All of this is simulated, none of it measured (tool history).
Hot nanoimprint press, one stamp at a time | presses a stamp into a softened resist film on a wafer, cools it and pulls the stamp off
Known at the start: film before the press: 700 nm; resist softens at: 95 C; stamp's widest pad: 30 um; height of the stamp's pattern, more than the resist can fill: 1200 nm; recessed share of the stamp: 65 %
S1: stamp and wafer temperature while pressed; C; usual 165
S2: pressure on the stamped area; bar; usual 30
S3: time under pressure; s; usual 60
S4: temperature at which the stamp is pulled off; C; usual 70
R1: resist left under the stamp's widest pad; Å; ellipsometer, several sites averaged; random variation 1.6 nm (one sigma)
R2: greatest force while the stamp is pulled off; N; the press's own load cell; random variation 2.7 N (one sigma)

run 1 hour=0 | S1=165 S2=30 S3=60 S4=70 | R1=2559 R2=135
run 2 hour=36.3 | S1=165 S2=30 S3=60 S4=70 | R1=2620 R2=133
-- hour=125.8 press's hydraulic seals changed and the load cell set to zero
run 3 hour=125.8 | S1=165 S2=30 S3=60 S4=70 | R1=2545 R2=149
run 4 hour=168 | S1=170 S2=30 S3=60 S4=70 | R1=2221 R2=156
-- hour=199.2 stamp cleaned and given a new release coat
run 5 hour=253.1 | S1=170 S2=30 S3=60 S4=70 | R1=2246 R2=135
run 6 hour=288 | S1=160 S2=30 S3=60 S4=70 | R1=3002 R2=143
run 7 hour=365.8 | S1=168 S2=30 S3=60 S4=70 | R1=2392 R2=158
-- hour=410.2 stamp cleaned and given a new release coat
run 8 hour=419.1 | S1=168 S2=30 S3=60 S4=70 | R1=2424 R2=132
run 9 hour=454.6 | S1=168 S2=30 S3=60 S4=70 | R1=2439 R2=140
run 10 hour=528.9 | S1=165 S2=30 S3=60 S4=75 | R1=2661 R2=127
run 11 hour=575.2 | S1=165 S2=30 S3=95 S4=61 | R1=2307 R2=200
-- hour=619.5 stamp cleaned and given a new release coat
run 12 hour=635.2 | S1=173 S2=30 S3=60 S4=64 | R1=2182 R2=159
-- hour=644.3 plate thermocouple calibrated
run 13 hour=713 | S1=165 S2=21.7 S3=60 S4=70 | R1=3026 R2=137
run 14 hour=782.6 | S1=165 S2=25.8 S3=40 S4=70 | R1=3281 R2=155
-- hour=830.6 stamp cleaned and given a new release coat
run 15 hour=860.2 | S1=165 S2=25.8 S3=40 S4=58 | R1=3256 R2=183

Forecast each of these 3 alternatives for the next run:
run A hour=901 | S1=171 S2=25.8 S3=107 S4=65 | R1=? R2=?
run B hour=901 | S1=165 S2=30 S3=63 S4=69 | R1=? R2=?
run C hour=901 | S1=157 S2=25.8 S3=40 S4=61 | R1=? R2=?

run=A R1=1973 R2=159
run=B R1=2615 R2=148
run=C R1=4059 R2=178
Without the tool's hidden state the same runs would have given:
run=A R1=1869 R2=143
run=B R1=2465 R2=133
run=C R1=3861 R2=161

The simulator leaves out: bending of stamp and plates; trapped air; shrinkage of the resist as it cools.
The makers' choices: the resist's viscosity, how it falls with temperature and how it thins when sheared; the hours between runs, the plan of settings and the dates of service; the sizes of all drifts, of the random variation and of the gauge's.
